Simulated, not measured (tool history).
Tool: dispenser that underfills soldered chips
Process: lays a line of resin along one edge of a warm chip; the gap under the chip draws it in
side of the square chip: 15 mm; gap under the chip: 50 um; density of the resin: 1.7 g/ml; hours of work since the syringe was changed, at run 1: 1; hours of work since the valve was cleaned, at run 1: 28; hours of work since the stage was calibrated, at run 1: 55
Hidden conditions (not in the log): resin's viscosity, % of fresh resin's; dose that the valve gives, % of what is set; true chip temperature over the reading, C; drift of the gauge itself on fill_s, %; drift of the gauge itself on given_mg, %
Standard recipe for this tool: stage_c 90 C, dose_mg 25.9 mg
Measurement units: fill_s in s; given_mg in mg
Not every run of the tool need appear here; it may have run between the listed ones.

run,hour,stage_c,dose_mg,hours of work since the syringe was changed,hours of work since the valve was cleaned,hours of work since the stage was calibrated,fill_s,given_mg
1,0.0,90,25.9,1,28,55,117.0,25.62
2,2.9,102,25.9,3,30,57,91.0,25.57
3,7.5,102,25.9,6,33,60,100.7,25.45
# hour 9.7: new syringe of resin
4,11.9,102,25.9,1,36,63,84.9,25.31
5,17.4,99,25.9,5,39,66,106.4,25.29
# hour 21.5: new syringe of resin
6,21.6,99,25.9,0,42,69,87.0,25.43
7,24.9,99,25.9,2,44,71,94.1,25.28
8,29.7,99,25.9,5,47,74,105.5,25.20
# hour 33.3: new syringe of resin
9,34.4,90,25.9,1,50,77,115.4,25.10
10,40.2,90,25.9,4,53,80,131.1,25.26
# hour 45.1: new syringe of resin
11,45.7,90,25.9,0,57,84,111.3,24.86
12,50.1,90,25.9,3,60,86,124.9,25.16
13,53.5,105,25.9,5,62,89,87.7,25.01
# hour 56.8: new syringe of resin
14,60.0,105,25.9,2,66,93,79.6,24.89
15,65.7,101,25.9,6,69,96,100.3,25.12
# hour 68.4: new syringe of resin
16,71.4,101,25.9,2,73,100,87.2,24.80
17,75.2,101,31.5,4,75,102,89.4,30.02
# hour 80.1: new syringe of resin
18,80.5,101,31.5,0,79,105,80.2,29.96
# hour 85.3: dispensing valve cleaned and set on the balance
19,86.1,90,27.0,3,1,108,124.0,26.83
20,91.7,89,22.7,7,4,112,154.6,22.69
# hour 93.0: new syringe of resin
21,97.4,87,28.6,3,8,115,130.6,28.38
22,102.6,87,22.9,6,11,119,153.9,22.76
# hour 104.5: new syringe of resin
23,106.3,89,28.8,1,13,121,116.4,28.42
24,110.6,89,31.4,4,16,124,124.7,31.22

Predict each of these 5 candidate next runs independently; none follows another, all start after run 24:
# hour 116.2: new syringe of resin
A,116.3,94,22.8,0,19,127,?,?
# hour 116.2: new syringe of resin
B,116.3,95,32.5,0,19,127,?,?
# hour 116.2: new syringe of resin
C,116.3,101,25.9,0,19,127,?,?
# hour 116.2: new syringe of resin
D,116.3,89,31.9,0,19,127,?,?
# hour 116.2: new syringe of resin
E,116.3,89,31.1,0,19,127,?,?

run,fill_s,given_mg
A,102.3,22.62
B,93.4,32.19
C,81.1,25.70
D,114.0,31.81
E,109.4,30.61
The same runs, with their run-to-run variation unchanged, on a tool lacking any hidden condition would have given:
run,fill_s,given_mg
A,99.3,22.86
B,91.1,32.54
C,78.9,25.98
D,111.1,32.15
E,106.6,30.94
